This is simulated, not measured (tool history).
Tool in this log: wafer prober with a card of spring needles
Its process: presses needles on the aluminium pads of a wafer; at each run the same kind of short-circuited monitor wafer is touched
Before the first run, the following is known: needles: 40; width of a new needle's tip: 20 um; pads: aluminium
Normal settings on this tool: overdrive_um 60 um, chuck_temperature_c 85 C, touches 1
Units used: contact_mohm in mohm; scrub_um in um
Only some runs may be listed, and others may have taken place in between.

Run 1, hour 0.0: usual settings. Result: contact_mohm 383 mohm, scrub_um 12.12 um.
At hour 14.7: tips cleaned on abrasive film.
At hour 29.5: tips cleaned on abrasive film.
At hour 47.9: tips cleaned on abrasive film.
Run 2, hour 61.3: usual settings. Result: contact_mohm 1264 mohm, scrub_um 12.08 um.
At hour 65.1: tips cleaned on abrasive film.
At hour 83.5: tips cleaned on abrasive film.
At hour 101.9: tips cleaned on abrasive film.
At hour 120.3: tips cleaned on abrasive film.
At hour 138.7: tips cleaned on abrasive film.
At hour 157.1: tips cleaned on abrasive film.
Run 3, hour 162.7: usual settings. Result: contact_mohm 919 mohm, scrub_um 12.00 um.
At hour 173.8: tips cleaned on abrasive film.
At hour 192.2: tips cleaned on abrasive film.
Run 4, hour 204.0: usual settings. Result: contact_mohm 1213 mohm, scrub_um 12.01 um.
At hour 207.7: tips cleaned on abrasive film.
At hour 219.0: height of the first contact set anew.
At hour 226.4: tips cleaned on abrasive film.
At hour 244.8: tips cleaned on abrasive film.
At hour 263.2: tips cleaned on abrasive film.
At hour 281.6: tips cleaned on abrasive film.
At hour 300.0: tips cleaned on abrasive film.
Run 5, hour 307.1: usual settings but chuck_temperature_c 110 C. Result: contact_mohm 1033 mohm, scrub_um 12.09 um.
At hour 318.2: tips cleaned on abrasive film.
At hour 332.9: tips cleaned on abrasive film.
At hour 351.3: tips cleaned on abrasive film.
Run 6, hour 361.7: usual settings but chuck_temperature_c 110 C. Result: contact_mohm 1220 mohm, scrub_um 12.06 um.
At hour 369.1: tips cleaned on abrasive film.
At hour 387.5: tips cleaned on abrasive film.
At hour 405.9: tips cleaned on abrasive film.
At hour 420.6: tips cleaned on abrasive film.
Run 7, hour 429.1: usual settings but chuck_temperature_c 110 C. Result: contact_mohm 1056 mohm, scrub_um 12.01 um.
At hour 436.5: tips cleaned on abrasive film.
At hour 454.9: tips cleaned on abrasive film.
At hour 473.3: tips cleaned on abrasive film.
At hour 488.0: tips cleaned on abrasive film.
At hour 488.3: height of the first contact set anew.
At hour 506.7: tips cleaned on abrasive film.
At hour 521.4: tips cleaned on abrasive film.
Run 8, hour 530.0: usual settings but overdrive_um 57 um. Result: contact_mohm 1154 mohm, scrub_um 11.56 um.
At hour 537.4: tips cleaned on abrasive film.
At hour 555.8: tips cleaned on abrasive film.
At hour 570.5: tips cleaned on abrasive film.
At hour 588.9: tips cleaned on abrasive film.
At hour 607.3: tips cleaned on abrasive film.
At hour 625.7: tips cleaned on abrasive film.
Run 9, hour 631.2: usual settings but overdrive_um 57 um. Result: contact_mohm 1033 mohm, scrub_um 11.46 um.
At hour 642.3: tips cleaned on abrasive film.
At hour 657.1: tips cleaned on abrasive film.
At hour 671.8: tips cleaned on abrasive film.
At hour 690.2: tips cleaned on abrasive film.
At hour 708.6: tips cleaned on abrasive film.
Run 10, hour 714.3: usual settings but overdrive_um 76 um. Result: contact_mohm 618 mohm, scrub_um 15.26 um.
At hour 725.4: tips cleaned on abrasive film.
At hour 740.1: tips cleaned on abrasive film.
At hour 756.6: tips cleaned on abrasive film.
At hour 756.9: height of the first contact set anew.
Run 11, hour 756.9: usual settings but overdrive_um 76 um. Result: contact_mohm 313 mohm, scrub_um 15.40 um.
At hour 771.6: tips cleaned on abrasive film.
At hour 786.3: tips cleaned on abrasive film.
At hour 804.7: tips cleaned on abrasive film.
At hour 823.1: tips cleaned on abrasive film.
At hour 841.5: tips cleaned on abrasive film.
Run 12, hour 854.2: usual settings but chuck_temperature_c 91 C. Result: contact_mohm 1407 mohm, scrub_um 12.12 um.
At hour 857.9: tips cleaned on abrasive film.
At hour 876.3: tips cleaned on abrasive film.
At hour 894.7: tips cleaned on abrasive film.
At hour 913.1: tips cleaned on abrasive film.
Run 13, hour 918.1: usual settings but chuck_temperature_c 91 C. Result: contact_mohm 879 mohm, scrub_um 12.03 um.
At hour 929.2: tips cleaned on abrasive film.
At hour 947.6: tips cleaned on abrasive film.
At hour 966.0: tips cleaned on abrasive film.
At hour 984.4: tips cleaned on abrasive film.
At hour 1002.8: tips cleaned on abrasive film.
At hour 1017.5: tips cleaned on abrasive film.
Run 14, hour 1020.0: usual settings but chuck_temperature_c 91 C. Result: contact_mohm 682 mohm, scrub_um 11.95 um.
At hour 1027.7: height of the first contact set anew.
At hour 1035.1: tips cleaned on abrasive film.
At hour 1049.8: tips cleaned on abrasive film.
At hour 1068.2: tips cleaned on abrasive film.
At hour 1082.9: tips cleaned on abrasive film.
At hour 1101.3: tips cleaned on abrasive film.
At hour 1119.7: tips cleaned on abrasive film.
Run 15, hour 1121.5: usual settings but overdrive_um 47 um, chuck_temperature_c 52 C. Result: contact_mohm 825 mohm, scrub_um 9.47 um.
At hour 1136.3: tips cleaned on abrasive film.
At hour 1154.7: tips cleaned on abrasive film.
At hour 1173.1: tips cleaned on abrasive film.
Run 16, hour 1180.1: usual settings but overdrive_um 47 um, chuck_temperature_c 35 C. Result: contact_mohm 1851 mohm, scrub_um 9.42 um.
At hour 1191.2: tips cleaned on abrasive film.
At hour 1209.6: tips cleaned on abrasive film.
At hour 1224.3: tips cleaned on abrasive film.
Run 17, hour 1235.0: usual settings but overdrive_um 58 um, chuck_temperature_c 34 C, touches 2. Result: contact_mohm 997 mohm, scrub_um 11.62 um.
At hour 1242.4: tips cleaned on abrasive film.
At hour 1260.8: tips cleaned on abrasive film.
At hour 1275.5: tips cleaned on abrasive film.
At hour 1293.9: tips cleaned on abrasive film.
At hour 1297.9: height of the first contact set anew.
At hour 1308.9: tips cleaned on abrasive film.
At hour 1325.8: tips cleaned on abrasive film.
Run 18, hour 1325.8: usual settings but overdrive_um 58 um, chuck_temperature_c 34 C. Result: contact_mohm 389 mohm, scrub_um 11.72 um.
At hour 1344.2: tips cleaned on abrasive film.
At hour 1362.6: tips cleaned on abrasive film.
At hour 1377.3: tips cleaned on abrasive film.
At hour 1395.7: tips cleaned on abrasive film.
Run 19, hour 1395.9: usual settings but overdrive_um 58 um, chuck_temperature_c 34 C. Result: contact_mohm 469 mohm, scrub_um 11.68 um.
At hour 1410.6: tips cleaned on abrasive film.
At hour 1425.4: tips cleaned on abrasive film.
At hour 1443.8: tips cleaned on abrasive film.
At hour 1462.2: tips cleaned on abrasive film.
At hour 1480.6: tips cleaned on abrasive film.
At hour 1498.5: tips cleaned on abrasive film.
Run 20, hour 1498.5: usual settings but overdrive_um 58 um, chuck_temperature_c 34 C. Result: contact_mohm 393 mohm, scrub_um 11.63 um.
At hour 1516.9: tips cleaned on abrasive film.
At hour 1531.6: tips cleaned on abrasive film.
At hour 1550.0: tips cleaned on abrasive film.
Run 21, hour 1563.6: usual settings but chuck_temperature_c 38 C, touches 2. Result: contact_mohm 1039 mohm, scrub_um 11.98 um.
At hour 1567.3: tips cleaned on abrasive film.
At hour 1567.6: height of the first contact set anew.
At hour 1586.0: tips cleaned on abrasive film.
At hour 1604.4: tips cleaned on abrasive film.
At hour 1622.8: tips cleaned on abrasive film.
Run 22, hour 1625.3: usual settings but chuck_temperature_c 36 C, touches 2. Result: contact_mohm 511 mohm, scrub_um 12.13 um.
At hour 1640.0: tips cleaned on abrasive film.
At hour 1658.4: tips cleaned on abrasive film.
At hour 1676.8: tips cleaned on abrasive film.
At hour 1695.2: tips cleaned on abrasive film.
Run 23, hour 1709.5: usual settings but chuck_temperature_c 90 C, touches 2. Result: contact_mohm 993 mohm, scrub_um 12.08 um.
At hour 1713.2: tips cleaned on abrasive film.
At hour 1731.6: tips cleaned on abrasive film.
At hour 1750.0: tips cleaned on abrasive film.
At hour 1768.4: tips cleaned on abrasive film.
Run 24, hour 1778.7: usual settings but chuck_temperature_c 90 C, touches 2. Result: contact_mohm 936 mohm, scrub_um 12.05 um.
At hour 1786.2: tips cleaned on abrasive film.
At hour 1804.5: tips cleaned on abrasive film.
At hour 1822.9: tips cleaned on abrasive film.
At hour 1837.9: height of the first contact set anew.
At hour 1841.6: tips cleaned on abrasive film.
Run 25, hour 1854.4: usual settings but overdrive_um 46 um. Result: contact_mohm 2255 mohm, scrub_um 9.34 um.

Branching from run 25: 3 alternative next runs. What would each branch give?
At hour 1858.2: tips cleaned on abrasive film.
At hour 1872.9: tips cleaned on abrasive film.
At hour 1891.3: tips cleaned on abrasive film.
At hour 1906.0: tips cleaned on abrasive film.
At hour 1924.4: tips cleaned on abrasive film.
At hour 1941.7: tips cleaned on abrasive film.
Run A, hour 1941.7: usual settings but overdrive_um 65 um, chuck_temperature_c 73 C, touches 2. Result: contact_mohm ?, scrub_um ?.
At hour 1858.2: tips cleaned on abrasive film.
At hour 1872.9: tips cleaned on abrasive film.
At hour 1891.3: tips cleaned on abrasive film.
At hour 1906.0: tips cleaned on abrasive film.
At hour 1924.4: tips cleaned on abrasive film.
At hour 1941.7: tips cleaned on abrasive film.
Run B, hour 1941.7: usual settings but overdrive_um 44 um, chuck_temperature_c 45 C. Result: contact_mohm ?, scrub_um ?.
At hour 1858.2: tips cleaned on abrasive film.
At hour 1872.9: tips cleaned on abrasive film.
At hour 1891.3: tips cleaned on abrasive film.
At hour 1906.0: tips cleaned on abrasive film.
At hour 1924.4: tips cleaned on abrasive film.
At hour 1941.7: tips cleaned on abrasive film.
Run C, hour 1941.7: usual settings but overdrive_um 46 um, chuck_temperature_c 67 C. Result: contact_mohm ?, scrub_um ?.

run  contact_mohm  scrub_um
  A           304     13.16
  B           452      8.84
  C           435      9.25
Without the tool's hidden state the same runs would have given:
run  contact_mohm  scrub_um
  A           240     13.24
  B           250      8.92
  C           255      9.33

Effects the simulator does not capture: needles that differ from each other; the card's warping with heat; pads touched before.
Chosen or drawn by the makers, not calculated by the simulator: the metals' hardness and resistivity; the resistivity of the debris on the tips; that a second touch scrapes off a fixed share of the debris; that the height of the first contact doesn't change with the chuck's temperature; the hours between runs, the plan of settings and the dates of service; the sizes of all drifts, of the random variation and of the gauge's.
